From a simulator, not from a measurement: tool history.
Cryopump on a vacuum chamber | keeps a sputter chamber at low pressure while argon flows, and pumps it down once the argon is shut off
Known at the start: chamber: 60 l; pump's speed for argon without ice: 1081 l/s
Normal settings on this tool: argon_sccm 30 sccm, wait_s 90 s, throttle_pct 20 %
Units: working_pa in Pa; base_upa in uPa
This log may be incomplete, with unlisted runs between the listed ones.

Run 1, day 0: usual settings. Result: working_pa 0.2361 Pa, base_upa 2.02 uPa.
Run 2, day 0.762: usual settings. Result: working_pa 0.2346 Pa, base_upa 2.14 uPa.
Run 3, day 1.342: usual settings. Result: working_pa 0.2359 Pa, base_upa 2.16 uPa.
Run 4, day 1.754: usual settings. Result: working_pa 0.2368 Pa, base_upa 2.16 uPa.
Run 5, day 2.175: usual settings. Result: working_pa 0.2362 Pa, base_upa 2.15 uPa.
Run 6, day 2.688: usual settings but argon_sccm 18 sccm. Result: working_pa 0.1425 Pa, base_upa 2.17 uPa.
Run 7, day 3.433: usual settings but argon_sccm 18 sccm. Result: working_pa 0.144 Pa, base_upa 2.15 uPa.
Run 8, day 3.871: usual settings. Result: working_pa 0.2366 Pa, base_upa 2.14 uPa.
Run 9, day 4.621: usual settings. Result: working_pa 0.2378 Pa, base_upa 2.18 uPa.
Run 10, day 5.392: usual settings but throttle_pct 19 %. Result: working_pa 0.2494 Pa, base_upa 2.23 uPa.
Run 11, day 6.308: usual settings but throttle_pct 19 %. Result: working_pa 0.2496 Pa, base_upa 2.19 uPa.
Run 12, day 6.983: usual settings but throttle_pct 19 %. Result: working_pa 0.2519 Pa, base_upa 2.29 uPa.
Run 13, day 7.629: usual settings but throttle_pct 19 %. Result: working_pa 0.2535 Pa, base_upa 2.21 uPa.
Run 14, day 8.217: usual settings but wait_s 121 s. Result: working_pa 0.239 Pa, base_upa 2.01 uPa.
Run 15, day 8.717: usual settings but wait_s 121 s. Result: working_pa 0.2379 Pa, base_upa 2 uPa.
Run 16, day 9.104: usual settings but wait_s 121 s. Result: working_pa 0.2371 Pa, base_upa 2.06 uPa.
Run 17, day 9.996: usual settings but wait_s 121 s. Result: working_pa 0.2391 Pa, base_upa 2.07 uPa.
Run 18, day 10.425: usual settings but wait_s 121 s. Result: working_pa 0.2389 Pa, base_upa 2.07 uPa.
Run 19, day 11.033: usual settings but wait_s 121 s. Result: working_pa 0.2397 Pa, base_upa 2.11 uPa.

Predict the results of run 20:
Run 20, day 11.65: usual settings but wait_s 21 s, throttle_pct 15 %. Result: working_pa ?, base_upa ?.

Run 20 yielded working_pa 0.3162 Pa, base_upa 5.27 uPa.
With the hidden condition absent and the run-to-run variation left alone, this run would have shown working_pa 0.3109 Pa, base_upa 4.09 uPa.
